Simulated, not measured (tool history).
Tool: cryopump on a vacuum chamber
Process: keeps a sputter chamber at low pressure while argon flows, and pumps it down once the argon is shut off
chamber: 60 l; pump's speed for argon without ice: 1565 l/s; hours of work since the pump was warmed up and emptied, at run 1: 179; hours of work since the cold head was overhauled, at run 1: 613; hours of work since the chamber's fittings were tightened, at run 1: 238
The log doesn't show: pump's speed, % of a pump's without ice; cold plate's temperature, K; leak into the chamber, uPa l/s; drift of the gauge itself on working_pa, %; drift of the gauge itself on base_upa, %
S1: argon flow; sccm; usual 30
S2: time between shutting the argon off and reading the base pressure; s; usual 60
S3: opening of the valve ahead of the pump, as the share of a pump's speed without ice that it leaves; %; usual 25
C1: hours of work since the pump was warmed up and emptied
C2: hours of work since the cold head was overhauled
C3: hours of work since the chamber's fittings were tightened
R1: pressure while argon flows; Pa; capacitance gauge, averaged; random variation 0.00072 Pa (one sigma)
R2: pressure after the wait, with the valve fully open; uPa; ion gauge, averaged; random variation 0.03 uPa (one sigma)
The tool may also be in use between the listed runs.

run 1 day=0 | S1=30 S2=60 S3=25 | C1=179 C2=613 C3=238 | R1=0.1349 R2=1.95
run 2 day=1.504 | S1=30 S2=60 S3=25 | C1=195 C2=629 C3=255 | R1=0.1346 R2=1.9
run 3 day=2.542 | S1=25 S2=60 S3=25 | C1=206 C2=640 C3=266 | R1=0.1112 R2=1.92
run 4 day=4.346 | S1=25 S2=60 S3=25 | C1=226 C2=660 C3=286 | R1=0.1134 R2=1.94
run 5 day=5.725 | S1=25 S2=82 S3=25 | C1=241 C2=675 C3=301 | R1=0.114 R2=1.5
run 6 day=7.183 | S1=25 S2=82 S3=25 | C1=257 C2=691 C3=316 | R1=0.1131 R2=1.5
run 7 day=8.271 | S1=30 S2=230 S3=25 | C1=268 C2=703 C3=328 | R1=0.1375 R2=0.77
run 8 day=10.133 | S1=30 S2=230 S3=25 | C1=289 C2=723 C3=348 | R1=0.1391 R2=0.8
run 9 day=11.808 | S1=30 S2=60 S3=25 | C1=307 C2=741 C3=367 | R1=0.1382 R2=2
run 10 day=12.767 | S1=30 S2=60 S3=25 | C1=317 C2=751 C3=377 | R1=0.1384 R2=1.98
run 11 day=14.775 | S1=30 S2=60 S3=25 | C1=339 C2=773 C3=399 | R1=0.1406 R2=1.98
run 12 day=16.117 | S1=30 S2=60 S3=52 | C1=354 C2=788 C3=413 | R1=0.0722 R2=1.93
run 13 day=17 | S1=30 S2=126 S3=25 | C1=363 C2=797 C3=423 | R1=0.1387 R2=1.15
run 14 day=18.417 | S1=26 S2=60 S3=25 | C1=379 C2=813 C3=438 | R1=0.1202 R2=2.05
run 15 day=19.4 | S1=30 S2=83 S3=25 | C1=389 C2=823 C3=449 | R1=0.1422 R2=1.56
run 16 day=21.075 | S1=30 S2=83 S3=25 | C1=407 C2=842 C3=467 | R1=0.1421 R2=1.56
run 17 day=22.788 | S1=30 S2=83 S3=25 | C1=426 C2=860 C3=486 | R1=0.1424 R2=1.64
-- day=23.558 pump warmed up, emptied and cooled again
run 18 day=24.033 | S1=30 S2=83 S3=25 | C1=5 C2=871 C3=497 | R1=0.1298 R2=1.49
run 19 day=25.725 | S1=34 S2=60 S3=41 | C1=24 C2=890 C3=515 | R1=0.091 R2=1.92
run 20 day=27.75 | S1=34 S2=60 S3=41 | C1=46 C2=912 C3=537 | R1=0.0914 R2=1.95
run 21 day=29.242 | S1=37 S2=217 S3=25 | C1=62 C2=928 C3=554 | R1=0.1629 R2=0.8
run 22 day=30.833 | S1=37 S2=217 S3=25 | C1=79 C2=945 C3=571 | R1=0.1642 R2=0.79
run 23 day=32.75 | S1=30 S2=162 S3=25 | C1=100 C2=966 C3=592 | R1=0.132 R2=1
run 24 day=33.7 | S1=13 S2=48 S3=25 | C1=110 C2=976 C3=602 | R1=0.0577 R2=2.31
run 25 day=34.767 | S1=14 S2=168 S3=19 | C1=122 C2=988 C3=614 | R1=0.0797 R2=0.97

Forecast run 26:
run 26 day=36.083 | S1=26 S2=273 S3=27 | C1=136 C2=1002 C3=628 | R1=? R2=?

{"run 26": {"R1": 0.107, "R2": 0.75}}
Without the tool's hidden state the same run would have given R1 0.1037 Pa, R2 0.53 uPa.
